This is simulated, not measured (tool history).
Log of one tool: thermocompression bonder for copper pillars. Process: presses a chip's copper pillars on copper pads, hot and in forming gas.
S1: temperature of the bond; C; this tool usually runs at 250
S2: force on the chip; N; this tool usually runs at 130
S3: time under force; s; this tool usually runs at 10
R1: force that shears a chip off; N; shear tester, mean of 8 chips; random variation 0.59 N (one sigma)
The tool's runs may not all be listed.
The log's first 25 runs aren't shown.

Run 26, hour 583.4: usual settings but S1 276 C, S2 93 N, S3 5 s. Result: R1 26.2 N.
Run 27, hour 607.3: usual settings but S1 263 C, S3 8 s. Result: R1 34.8 N.
Run 28, hour 622.6: usual settings but S1 263 C, S3 8 s. Result: R1 35.5 N.
Run 29, hour 649.4: usual settings but S1 263 C, S3 8 s. Result: R1 37.3 N.
Run 30, hour 676.1: usual settings but S1 279 C, S3 19 s. Result: R1 57.8 N.
Run 31, hour 703.5: usual settings but S1 279 C, S3 8 s. Result: R1 45 N.
Run 32, hour 726.1: usual settings but S1 279 C, S2 174 N, S3 9 s. Result: R1 59.2 N.
Run 33, hour 753: usual settings but S1 277 C, S2 144 N, S3 27 s. Result: R1 66.3 N.
Run 34, hour 776.8: usual settings but S1 277 C, S2 144 N, S3 27 s. Result: R1 65.7 N.
Run 35, hour 803.6: usual settings but S3 20 s. Result: R1 41.7 N.
Run 36, hour 833.7: usual settings but S3 20 s. Result: R1 41.6 N.
Run 37, hour 858: usual settings but S3 8 s. Result: R1 30.5 N.
At hour 869.1: forming gas filter changed.
Run 38, hour 875.1: usual settings but S2 99 N, S3 19 s. Result: R1 31.2 N.
Run 39, hour 888.3: usual settings but S1 256 C, S2 99 N, S3 28 s. Result: R1 39.7 N.
Run 40, hour 906: usual settings but S1 244 C. Result: R1 28.4 N.

Branching from run 40: 3 alternative next runs. What would each branch give?
Run A, hour 921.9: usual settings but S1 230 C, S2 173 N, S3 13 s. Result: R1 ?.
Run B, hour 921.9: usual settings but S1 240 C, S2 105 N, S3 6 s. Result: R1 ?.
Run C, hour 921.9: usual settings but S1 275 C. Result: R1 ?.

run    R1
  A  34.9
  B  17.1
  C    45
The same runs, with their run-to-run variation unchanged, on a tool lacking any hidden condition would have given:
run    R1
  A  34.7
  B    17
  C  44.8
